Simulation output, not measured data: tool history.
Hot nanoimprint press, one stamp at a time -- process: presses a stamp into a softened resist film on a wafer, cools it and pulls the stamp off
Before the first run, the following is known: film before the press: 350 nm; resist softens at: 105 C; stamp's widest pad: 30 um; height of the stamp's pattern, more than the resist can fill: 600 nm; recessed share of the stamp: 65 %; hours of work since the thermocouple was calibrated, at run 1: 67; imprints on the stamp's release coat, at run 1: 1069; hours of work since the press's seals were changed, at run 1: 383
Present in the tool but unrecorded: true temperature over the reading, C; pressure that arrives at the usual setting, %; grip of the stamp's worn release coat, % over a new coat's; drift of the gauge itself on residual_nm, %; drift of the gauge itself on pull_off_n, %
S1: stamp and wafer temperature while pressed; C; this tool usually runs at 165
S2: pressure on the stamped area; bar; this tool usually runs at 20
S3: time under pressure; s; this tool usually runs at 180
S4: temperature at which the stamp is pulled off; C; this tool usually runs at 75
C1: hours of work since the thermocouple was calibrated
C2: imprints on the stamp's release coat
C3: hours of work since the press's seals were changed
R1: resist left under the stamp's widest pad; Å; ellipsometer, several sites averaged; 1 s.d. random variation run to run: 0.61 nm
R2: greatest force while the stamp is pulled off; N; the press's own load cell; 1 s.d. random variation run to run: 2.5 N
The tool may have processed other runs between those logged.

run 1 hour=0 | S1=165 S2=20 S3=180 S4=75 | C1=67 C2=1069 C3=383 | R1=1597 R2=144
run 2 hour=32.9 | S1=165 S2=20 S3=180 S4=75 | C1=88 C2=1139 C3=403 | R1=1604 R2=147
run 3 hour=82.9 | S1=165 S2=20 S3=180 S4=75 | C1=119 C2=1245 C3=435 | R1=1592 R2=148
run 4 hour=130.7 | S1=165 S2=20 S3=180 S4=75 | C1=149 C2=1346 C3=464 | R1=1594 R2=152
-- hour=175.2 stamp cleaned and given a new release coat
run 5 hour=183.4 | S1=165 S2=20 S3=180 S4=75 | C1=178 C2=18 C3=494 | R1=1590 R2=114
run 6 hour=232.9 | S1=165 S2=20 S3=180 S4=75 | C1=209 C2=122 C3=525 | R1=1575 R2=117
run 7 hour=282.2 | S1=165 S2=25.9 S3=207 S4=74 | C1=240 C2=227 C3=555 | R1=1294 R2=116
run 8 hour=310.3 | S1=173 S2=31 S3=301 S4=77 | C1=257 C2=286 C3=573 | R1=748 R2=116
run 9 hour=344.8 | S1=165 S2=23.2 S3=180 S4=80 | C1=279 C2=359 C3=594 | R1=1440 R2=119
run 10 hour=366.4 | S1=168 S2=12.1 S3=317 S4=79 | C1=292 C2=405 C3=608 | R1=1557 R2=120
run 11 hour=391.2 | S1=165 S2=20 S3=300 S4=75 | C1=308 C2=457 C3=623 | R1=1325 R2=125

What will run 12 give?
run 12 hour=443.9 | S1=154 S2=30.3 S3=290 S4=72 | C1=341 C2=569 C3=656 | R1=? R2=?

Logged for run 12: R1 1653 Å, R2 133 N.
Had the tool carried no hidden state, the very same run would have given R1 1695 Å, R2 116 N.
